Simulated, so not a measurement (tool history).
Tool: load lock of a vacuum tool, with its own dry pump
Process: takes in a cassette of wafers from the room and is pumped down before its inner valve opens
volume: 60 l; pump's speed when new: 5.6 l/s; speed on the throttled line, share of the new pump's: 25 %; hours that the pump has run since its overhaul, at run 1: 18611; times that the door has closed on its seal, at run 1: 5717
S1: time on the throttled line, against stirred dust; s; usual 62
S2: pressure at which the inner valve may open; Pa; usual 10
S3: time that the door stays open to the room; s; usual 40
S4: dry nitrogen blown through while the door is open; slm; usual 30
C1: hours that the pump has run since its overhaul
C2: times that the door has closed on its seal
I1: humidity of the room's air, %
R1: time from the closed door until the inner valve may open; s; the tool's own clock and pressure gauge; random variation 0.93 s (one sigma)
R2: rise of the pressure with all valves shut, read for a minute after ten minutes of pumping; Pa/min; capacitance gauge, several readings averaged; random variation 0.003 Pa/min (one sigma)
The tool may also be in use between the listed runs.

Run 1, hour 0.0: usual settings; C1 18611; C2 5717; I1 43.0. Result: R1 159.5 s, R2 0.032 Pa/min.
Run 2, hour 540.7: usual settings; C1 19152; C2 6652; I1 43.0. Result: R1 159.9 s, R2 0.037 Pa/min.
Run 3, hour 876.8: usual settings; C1 19488; C2 7233; I1 48.2. Result: R1 162.2 s, R2 0.033 Pa/min.
Run 4, hour 1141.8: usual settings; C1 19753; C2 7691; I1 48.4. Result: R1 160.3 s, R2 0.033 Pa/min.
Run 5, hour 1627.0: usual settings; C1 20238; C2 8529; I1 46.5. Result: R1 161.4 s, R2 0.037 Pa/min.
Run 6, hour 2192.2: usual settings; C1 20803; C2 9506; I1 41.5. Result: R1 162.6 s, R2 0.030 Pa/min.
At hour 2634.1: dry pump taken out, an overhauled one fitted.
Run 7, hour 2705.2: usual settings; C1 71; C2 10382; I1 44.1. Result: R1 146.4 s, R2 0.035 Pa/min.
Run 8, hour 3331.1: usual settings; C1 697; C2 11464; I1 46.9. Result: R1 148.3 s, R2 0.041 Pa/min.
Run 9, hour 3828.8: usual settings but S1 96 s; C1 1195; C2 12324; I1 44.2. Result: R1 171.7 s, R2 0.040 Pa/min.
Run 10, hour 4468.0: usual settings but S1 96 s; C1 1834; C2 13429; I1 45.9. Result: R1 174.8 s, R2 0.041 Pa/min.
Run 11, hour 4882.6: usual settings but S1 96 s; C1 2249; C2 14145; I1 48.2. Result: R1 173.0 s, R2 0.042 Pa/min.
Run 12, hour 5421.6: usual settings but S4 24 slm; C1 2788; C2 15077; I1 46.6. Result: R1 148.1 s, R2 0.047 Pa/min.
Run 13, hour 5839.6: usual settings but S4 6 slm; C1 3205; C2 15799; I1 43.6. Result: R1 148.8 s, R2 0.064 Pa/min.
Run 14, hour 6227.5: usual settings but S4 6 slm; C1 3593; C2 16470; I1 45.8. Result: R1 149.2 s, R2 0.067 Pa/min.
Run 15, hour 6681.2: usual settings but S4 21 slm; C1 4047; C2 17254; I1 42.5. Result: R1 149.8 s, R2 0.046 Pa/min.
Run 16, hour 7219.2: usual settings; C1 4585; C2 18184; I1 43.3. Result: R1 150.5 s, R2 0.045 Pa/min.
Run 17, hour 7613.6: usual settings; C1 4980; C2 18865; I1 47.4. Result: R1 151.8 s, R2 0.050 Pa/min.
Run 18, hour 8165.2: usual settings but S1 57 s; C1 5531; C2 19818; I1 45.9. Result: R1 147.1 s, R2 0.045 Pa/min.
Run 19, hour 8677.4: usual settings but S1 57 s; C1 6043; C2 20704; I1 45.8. Result: R1 148.5 s, R2 0.053 Pa/min.
Run 20, hour 9123.8: usual settings but S2 7 Pa, S3 27 s, S4 23 slm; C1 6490; C2 21475; I1 44.0. Result: R1 154.5 s, R2 0.050 Pa/min.
Run 21, hour 9594.9: usual settings but S2 7 Pa, S3 27 s, S4 23 slm; C1 6961; C2 22289; I1 43.2. Result: R1 155.3 s, R2 0.050 Pa/min.
Run 22, hour 10060.6: usual settings but S1 42 s, S2 9 Pa, S3 55 s, S4 32 slm; C1 7427; C2 23094; I1 47.7. Result: R1 138.5 s, R2 0.061 Pa/min.
Run 23, hour 10657.6: usual settings but S1 42 s, S2 9 Pa, S3 55 s, S4 32 slm; C1 8024; C2 24126; I1 45.4. Result: R1 139.8 s, R2 0.056 Pa/min.
Run 24, hour 11278.2: usual settings but S1 42 s, S2 9 Pa, S3 55 s, S4 32 slm; C1 8644; C2 25198; I1 45.7. Result: R1 140.6 s, R2 0.058 Pa/min.
Run 25, hour 11674.1: usual settings but S1 60 s, S2 20 Pa, S3 46 s, S4 4 slm; C1 9040; C2 25883; I1 45.3. Result: R1 143.3 s, R2 0.082 Pa/min.
Run 26, hour 12213.9: usual settings but S1 33 s, S3 46 s; C1 9580; C2 26815; I1 41.6. Result: R1 133.6 s, R2 0.062 Pa/min.
Run 27, hour 12806.1: usual settings but S1 33 s, S3 46 s; C1 10172; C2 27839; I1 48.0. Result: R1 133.8 s, R2 0.063 Pa/min.
Run 28, hour 13242.2: usual settings but S1 59 s, S3 46 s, S4 15 slm; C1 10608; C2 28593; I1 42.7. Result: R1 152.9 s, R2 0.075 Pa/min.
Run 29, hour 13846.1: usual settings but S1 59 s, S3 46 s, S4 15 slm; C1 11212; C2 29636; I1 46.4. Result: R1 151.7 s, R2 0.086 Pa/min.
Run 30, hour 14186.2: usual settings but S2 12 Pa, S4 6 slm; C1 11552; C2 30224; I1 45.3. Result: R1 152.0 s, R2 0.092 Pa/min.
Run 31, hour 14476.7: usual settings but S2 12 Pa, S4 6 slm; C1 11843; C2 30726; I1 42.9. Result: R1 152.8 s, R2 0.087 Pa/min.
Run 32, hour 14948.2: usual settings but S2 16 Pa, S4 6 slm; C1 12314; C2 31541; I1 47.3. Result: R1 150.0 s, R2 0.097 Pa/min.
Run 33, hour 15425.5: usual settings but S2 17 Pa, S3 133 s, S4 6 slm; C1 12791; C2 32366; I1 45.6. Result: R1 150.9 s, R2 0.122 Pa/min.

The same runs without the tool's hidden state, with the same run-to-run variation:
The hidden state here: pump's speed, % of a new pump's; leak at the door's seal, Pa l/s; drift of the gauge itself on ready_s, %; drift of the gauge itself on rise_pa_min, %.
run     R1     R2
  1  145.4  0.026
  2  145.1  0.031
  3  147.0  0.026
  4  145.0  0.026
  5  145.6  0.028
  6  146.2  0.021
  7  145.8  0.025
  8  147.3  0.030
  9  170.5  0.027
 10  173.1  0.027
 11  171.0  0.027
 12  145.5  0.030
 13  145.9  0.047
 14  146.0  0.049
 15  146.4  0.027
 16  146.6  0.024
 17  147.6  0.028
 18  142.4  0.022
 19  143.4  0.029
 20  148.7  0.025
 21  149.1  0.023
 22  131.9  0.032
 23  132.7  0.026
 24  132.9  0.026
 25  136.6  0.048
 26  124.9  0.026
 27  124.6  0.026
 28  143.9  0.037
 29  142.4  0.046
 30  142.7  0.050
 31  143.3  0.044
 32  140.4  0.053
 33  141.0  0.077
